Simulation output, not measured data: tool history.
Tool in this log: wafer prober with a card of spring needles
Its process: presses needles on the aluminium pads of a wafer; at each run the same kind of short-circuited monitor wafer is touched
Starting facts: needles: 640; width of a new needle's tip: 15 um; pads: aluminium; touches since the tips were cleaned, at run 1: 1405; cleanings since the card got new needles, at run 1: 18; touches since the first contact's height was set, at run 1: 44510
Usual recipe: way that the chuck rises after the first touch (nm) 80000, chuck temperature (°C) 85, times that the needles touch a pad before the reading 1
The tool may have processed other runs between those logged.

| run | hour | way that the chuck rises after the first touch (nm) | chuck temperature (°C) | times that the needles touch a pad before the reading | touches since the tips were cleaned | cleanings since the card got new needles | touches since the first contact's height was set | resistance of one needle with its contact and lead (mohm) | way that a needle slides on the pad (nm) |
|---|---|---|---|---|---|---|---|---|---|
| 1 | 0 | 80000 | 85 | 1 | 1405 | 18 | 44510 | 132 | 18990 |
|  | 18.2 | tips cleaned on abrasive film |
|  | 41.1 | tips cleaned on abrasive film |
| 2 | 44.8 | 80000 | 85 | 1 | 1054 | 20 | 57181 | 130 | 18980 |
|  | 65.3 | tips cleaned on abrasive film |
| 3 | 83.7 | 80000 | 85 | 1 | 5226 | 21 | 68230 | 131 | 18950 |
|  | 88.1 | tips cleaned on abrasive film |
| 4 | 107.3 | 80000 | 85 | 1 | 5456 | 22 | 74915 | 129 | 18940 |
|  | 111.3 | tips cleaned on abrasive film |
|  | 135.5 | tips cleaned on abrasive film |
|  | 140 | height of the first contact set anew |
| 5 | 140.1 | 80000 | 85 | 1 | 1214 | 24 | 27 | 130 | 18940 |
|  | 160 | tips cleaned on abrasive film |
| 6 | 160 | 80000 | 85 | 1 | 0 | 25 | 5660 | 134 | 18940 |
|  | 184.4 | tips cleaned on abrasive film |
| 7 | 186.5 | 80000 | 85 | 1 | 580 | 26 | 13160 | 130 | 18930 |
|  | 209.6 | tips cleaned on abrasive film |
| 8 | 212 | 62000 | 85 | 1 | 696 | 27 | 20403 | 135 | 14670 |
|  | 232.4 | tips cleaned on abrasive film |
| 9 | 240 | 62000 | 58 | 1 | 2183 | 28 | 28335 | 132 | 14650 |
|  | 256 | tips cleaned on abrasive film |
| 10 | 266.4 | 80000 | 85 | 1 | 2984 | 29 | 35818 | 132 | 18900 |
|  | 280.3 | tips cleaned on abrasive film |
|  | 303.5 | tips cleaned on abrasive film |
| 11 | 303.5 | 80000 | 85 | 1 | 0 | 31 | 46289 | 129 | 18890 |
|  | 326.4 | tips cleaned on abrasive film |
| 12 | 331.5 | 80000 | 85 | 1 | 1453 | 32 | 54225 | 131 | 18900 |
|  | 350 | tips cleaned on abrasive film |
| 13 | 366.6 | 84000 | 81 | 1 | 4723 | 33 | 64192 | 133 | 19850 |
|  | 372.9 | tips cleaned on abrasive film |
| 14 | 387.1 | 75000 | 81 | 2 | 4042 | 34 | 69979 | 132 | 17690 |
|  | 397.9 | tips cleaned on abrasive film |
|  | 422.2 | tips cleaned on abrasive film |
| 15 | 424.8 | 98000 | 85 | 3 | 752 | 36 | 80660 | 127 | 23090 |
|  | 438.5 | height of the first contact set anew |
|  | 446.9 | tips cleaned on abrasive film |
| 16 | 461.3 | 98000 | 85 | 3 | 4111 | 37 | 6467 | 129 | 23080 |
|  | 471.7 | tips cleaned on abrasive film |
|  | 497.9 | tips cleaned on abrasive film |
| 17 | 503.1 | 60000 | 97 | 2 | 1476 | 39 | 18287 | 141 | 14120 |
|  | 522.8 | tips cleaned on abrasive film |
| 18 | 540 | 60000 | 26 | 2 | 4881 | 40 | 28756 | 127 | 14130 |
|  | 548.4 | tips cleaned on abrasive film |
|  | 571.1 | tips cleaned on abrasive film |
| 19 | 586.5 | 86000 | 26 | 1 | 4363 | 42 | 41907 | 121 | 20220 |
|  | 597.4 | tips cleaned on abrasive film |
| 20 | 609 | 86000 | 26 | 1 | 3318 | 43 | 48298 | 118 | 20230 |
|  | 622.5 | tips cleaned on abrasive film |
| 21 | 629.4 | 80000 | 88 | 2 | 1949 | 44 | 54053 | 131 | 18800 |
|  | 646.4 | tips cleaned on abrasive film |
| 22 | 662.4 | 62000 | 49 | 1 | 4550 | 45 | 63409 | 129 | 14560 |
|  | 670.3 | tips cleaned on abrasive film |
|  | 696.3 | tips cleaned on abrasive film |
| 23 | 696.5 | 62000 | 49 | 1 | 55 | 47 | 73052 | 129 | 14590 |

Branching from run 23: 5 alternative next runs. What would each branch give?
| A | 718.5 | 85000 | 28 | 2 | 6307 | 47 | 79304 | ? | ? |
| B | 718.5 | 81000 | 78 | 1 | 6307 | 47 | 79304 | ? | ? |
| C | 718.5 | 80000 | 85 | 1 | 6307 | 47 | 79304 | ? | ? |
| D | 718.5 | 64000 | 28 | 2 | 6307 | 47 | 79304 | ? | ? |
| E | 718.5 | 62000 | 49 | 2 | 6307 | 47 | 79304 | ? | ? |

| run | resistance of one needle with its contact and lead (mohm) | way that a needle slides on the pad (nm) |
|---|---|---|
| A | 124 | 19960 |
| B | 130 | 19050 |
| C | 132 | 18790 |
| D | 128 | 15020 |
| E | 129 | 14550 |
Stripped of hidden state, with their random variation kept, the same runs would have yielded:
| run | resistance of one needle with its contact and lead (mohm) | way that a needle slides on the pad (nm) |
|---|---|---|
| A | 124 | 20150 |
| B | 130 | 19230 |
| C | 132 | 18970 |
| D | 128 | 15160 |
| E | 129 | 14690 |

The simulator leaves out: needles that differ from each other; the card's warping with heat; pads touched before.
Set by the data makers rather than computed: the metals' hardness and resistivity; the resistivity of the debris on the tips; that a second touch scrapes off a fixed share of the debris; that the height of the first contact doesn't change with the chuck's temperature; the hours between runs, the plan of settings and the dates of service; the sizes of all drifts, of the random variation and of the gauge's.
